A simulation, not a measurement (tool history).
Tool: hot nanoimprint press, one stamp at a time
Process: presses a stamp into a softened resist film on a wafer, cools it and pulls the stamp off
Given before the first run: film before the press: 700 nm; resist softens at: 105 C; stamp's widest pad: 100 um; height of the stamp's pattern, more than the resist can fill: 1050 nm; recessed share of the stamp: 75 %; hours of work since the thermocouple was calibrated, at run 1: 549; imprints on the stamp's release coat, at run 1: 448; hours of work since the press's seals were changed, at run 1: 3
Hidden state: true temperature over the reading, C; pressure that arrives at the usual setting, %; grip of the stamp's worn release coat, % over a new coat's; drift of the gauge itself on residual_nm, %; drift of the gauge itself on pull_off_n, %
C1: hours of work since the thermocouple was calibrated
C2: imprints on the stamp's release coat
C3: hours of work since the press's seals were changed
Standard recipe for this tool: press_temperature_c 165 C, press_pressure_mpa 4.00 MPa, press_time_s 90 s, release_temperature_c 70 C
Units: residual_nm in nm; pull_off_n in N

{"run": 1, "hour": 0.0, "press_temperature_c": 165, "press_pressure_mpa": 4.0, "press_time_s": 90, "release_temperature_c": 70, "C1": 549, "C2": 448, "C3": 3, "residual_nm": 423.7, "pull_off_n": 192}
{"run": 2, "hour": 16.4, "press_temperature_c": 165, "press_pressure_mpa": 4.0, "press_time_s": 90, "release_temperature_c": 70, "C1": 560, "C2": 532, "C3": 14, "residual_nm": 425.2, "pull_off_n": 202}
{"run": 3, "hour": 29.1, "press_temperature_c": 165, "press_pressure_mpa": 4.0, "press_time_s": 90, "release_temperature_c": 70, "C1": 569, "C2": 598, "C3": 23, "residual_nm": 427.1, "pull_off_n": 201}
{"run": 4, "hour": 38.4, "press_temperature_c": 165, "press_pressure_mpa": 4.0, "press_time_s": 90, "release_temperature_c": 70, "C1": 576, "C2": 646, "C3": 30, "residual_nm": 429.0, "pull_off_n": 207}
{"hour": 47.9, "done": "plate thermocouple calibrated"}
{"hour": 63.0, "done": "stamp cleaned and given a new release coat"}
{"run": 5, "hour": 66.5, "press_temperature_c": 165, "press_pressure_mpa": 4.0, "press_time_s": 90, "release_temperature_c": 70, "C1": 9, "C2": 18, "C3": 43, "residual_nm": 408.7, "pull_off_n": 176}
{"run": 6, "hour": 84.5, "press_temperature_c": 156, "press_pressure_mpa": 4.0, "press_time_s": 90, "release_temperature_c": 70, "C1": 21, "C2": 111, "C3": 55, "residual_nm": 513.4, "pull_off_n": 179}
{"run": 7, "hour": 93.2, "press_temperature_c": 156, "press_pressure_mpa": 4.0, "press_time_s": 90, "release_temperature_c": 70, "C1": 27, "C2": 156, "C3": 61, "residual_nm": 510.8, "pull_off_n": 182}
{"run": 8, "hour": 105.1, "press_temperature_c": 165, "press_pressure_mpa": 4.0, "press_time_s": 90, "release_temperature_c": 70, "C1": 35, "C2": 217, "C3": 69, "residual_nm": 412.4, "pull_off_n": 185}
{"run": 9, "hour": 114.8, "press_temperature_c": 165, "press_pressure_mpa": 4.0, "press_time_s": 90, "release_temperature_c": 70, "C1": 42, "C2": 267, "C3": 76, "residual_nm": 410.1, "pull_off_n": 189}
{"run": 10, "hour": 125.2, "press_temperature_c": 165, "press_pressure_mpa": 4.0, "press_time_s": 90, "release_temperature_c": 70, "C1": 49, "C2": 321, "C3": 83, "residual_nm": 411.6, "pull_off_n": 187}
{"run": 11, "hour": 133.5, "press_temperature_c": 165, "press_pressure_mpa": 4.0, "press_time_s": 90, "release_temperature_c": 70, "C1": 55, "C2": 363, "C3": 89, "residual_nm": 416.6, "pull_off_n": 188}
{"run": 12, "hour": 151.4, "press_temperature_c": 165, "press_pressure_mpa": 4.0, "press_time_s": 90, "release_temperature_c": 70, "C1": 68, "C2": 456, "C3": 102, "residual_nm": 408.3, "pull_off_n": 187}
{"run": 13, "hour": 165.7, "press_temperature_c": 165, "press_pressure_mpa": 4.0, "press_time_s": 90, "release_temperature_c": 76, "C1": 77, "C2": 530, "C3": 111, "residual_nm": 413.7, "pull_off_n": 161}
{"run": 14, "hour": 179.2, "press_temperature_c": 165, "press_pressure_mpa": 4.0, "press_time_s": 90, "release_temperature_c": 76, "C1": 87, "C2": 599, "C3": 121, "residual_nm": 413.4, "pull_off_n": 173}
{"run": 15, "hour": 198.0, "press_temperature_c": 165, "press_pressure_mpa": 4.0, "press_time_s": 90, "release_temperature_c": 76, "C1": 100, "C2": 696, "C3": 134, "residual_nm": 414.0, "pull_off_n": 173}
{"hour": 210.3, "done": "stamp cleaned and given a new release coat"}
{"run": 16, "hour": 216.5, "press_temperature_c": 166, "press_pressure_mpa": 4.0, "press_time_s": 90, "release_temperature_c": 67, "C1": 108, "C2": 31, "C3": 142, "residual_nm": 406.1, "pull_off_n": 192}
{"run": 17, "hour": 228.4, "press_temperature_c": 166, "press_pressure_mpa": 4.0, "press_time_s": 90, "release_temperature_c": 67, "C1": 117, "C2": 93, "C3": 151, "residual_nm": 404.5, "pull_off_n": 199}
{"run": 18, "hour": 243.1, "press_temperature_c": 166, "press_pressure_mpa": 4.0, "press_time_s": 90, "release_temperature_c": 67, "C1": 127, "C2": 168, "C3": 161, "residual_nm": 407.1, "pull_off_n": 193}
{"run": 19, "hour": 261.1, "press_temperature_c": 161, "press_pressure_mpa": 2.81, "press_time_s": 55, "release_temperature_c": 75, "C1": 139, "C2": 261, "C3": 173, "residual_nm": 574.0, "pull_off_n": 163}
{"run": 20, "hour": 270.8, "press_temperature_c": 165, "press_pressure_mpa": 3.22, "press_time_s": 90, "release_temperature_c": 69, "C1": 146, "C2": 311, "C3": 180, "residual_nm": 457.0, "pull_off_n": 193}
{"run": 21, "hour": 283.5, "press_temperature_c": 165, "press_pressure_mpa": 3.08, "press_time_s": 143, "release_temperature_c": 61, "C1": 155, "C2": 377, "C3": 189, "residual_nm": 416.4, "pull_off_n": 230}
{"run": 22, "hour": 293.8, "press_temperature_c": 165, "press_pressure_mpa": 4.53, "press_time_s": 90, "release_temperature_c": 70, "C1": 162, "C2": 429, "C3": 196, "residual_nm": 395.9, "pull_off_n": 192}
{"run": 23, "hour": 305.7, "press_temperature_c": 171, "press_pressure_mpa": 6.4, "press_time_s": 90, "release_temperature_c": 70, "C1": 170, "C2": 491, "C3": 204, "residual_nm": 275.3, "pull_off_n": 190}
{"run": 24, "hour": 323.8, "press_temperature_c": 171, "press_pressure_mpa": 4.0, "press_time_s": 90, "release_temperature_c": 61, "C1": 183, "C2": 584, "C3": 217, "residual_nm": 358.6, "pull_off_n": 239}
{"run": 25, "hour": 332.6, "press_temperature_c": 165, "press_pressure_mpa": 3.53, "press_time_s": 90, "release_temperature_c": 70, "C1": 189, "C2": 630, "C3": 223, "residual_nm": 451.4, "pull_off_n": 191}
{"run": 26, "hour": 350.0, "press_temperature_c": 165, "press_pressure_mpa": 3.53, "press_time_s": 90, "release_temperature_c": 70, "C1": 201, "C2": 719, "C3": 235, "residual_nm": 447.2, "pull_off_n": 204}
{"hour": 357.2, "done": "stamp cleaned and given a new release coat"}
{"run": 27, "hour": 367.2, "press_temperature_c": 165, "press_pressure_mpa": 3.53, "press_time_s": 90, "release_temperature_c": 70, "C1": 209, "C2": 52, "C3": 243, "residual_nm": 448.3, "pull_off_n": 180}
{"run": 28, "hour": 382.1, "press_temperature_c": 165, "press_pressure_mpa": 5.6, "press_time_s": 166, "release_temperature_c": 73, "C1": 219, "C2": 129, "C3": 253, "residual_nm": 291.0, "pull_off_n": 169}
{"run": 29, "hour": 397.9, "press_temperature_c": 166, "press_pressure_mpa": 2.93, "press_time_s": 61, "release_temperature_c": 65, "C1": 230, "C2": 210, "C3": 264, "residual_nm": 514.6, "pull_off_n": 207}

Consider 4 possible next runs. They are alternatives, not a sequence: every one starts from the tool as it was left by run 29. What does each give?
{"run": "A", "hour": 407.2, "press_temperature_c": 175, "press_pressure_mpa": 5.12, "press_time_s": 45, "release_temperature_c": 65, "C1": 236, "C2": 258, "C3": 271, "residual_nm": "?", "pull_off_n": "?"}
{"run": "B", "hour": 407.2, "press_temperature_c": 154, "press_pressure_mpa": 2.93, "press_time_s": 69, "release_temperature_c": 77, "C1": 236, "C2": 258, "C3": 271, "residual_nm": "?", "pull_off_n": "?"}
{"run": "C", "hour": 407.2, "press_temperature_c": 171, "press_pressure_mpa": 3.47, "press_time_s": 93, "release_temperature_c": 70, "C1": 236, "C2": 258, "C3": 271, "residual_nm": "?", "pull_off_n": "?"}
{"run": "D", "hour": 407.2, "press_temperature_c": 173, "press_pressure_mpa": 4.0, "press_time_s": 90, "release_temperature_c": 70, "C1": 236, "C2": 258, "C3": 271, "residual_nm": "?", "pull_off_n": "?"}

run=A residual_nm=352.7 pull_off_n=214
run=B residual_nm=609.7 pull_off_n=160
run=C residual_nm=389.4 pull_off_n=189
run=D residual_nm=340.1 pull_off_n=185
The same runs, with their run-to-run variation unchanged, on a tool lacking any hidden condition would have given:
run=A residual_nm=341.5 pull_off_n=202
run=B residual_nm=601.0 pull_off_n=150
run=C residual_nm=378.3 pull_off_n=177
run=D residual_nm=329.7 pull_off_n=174
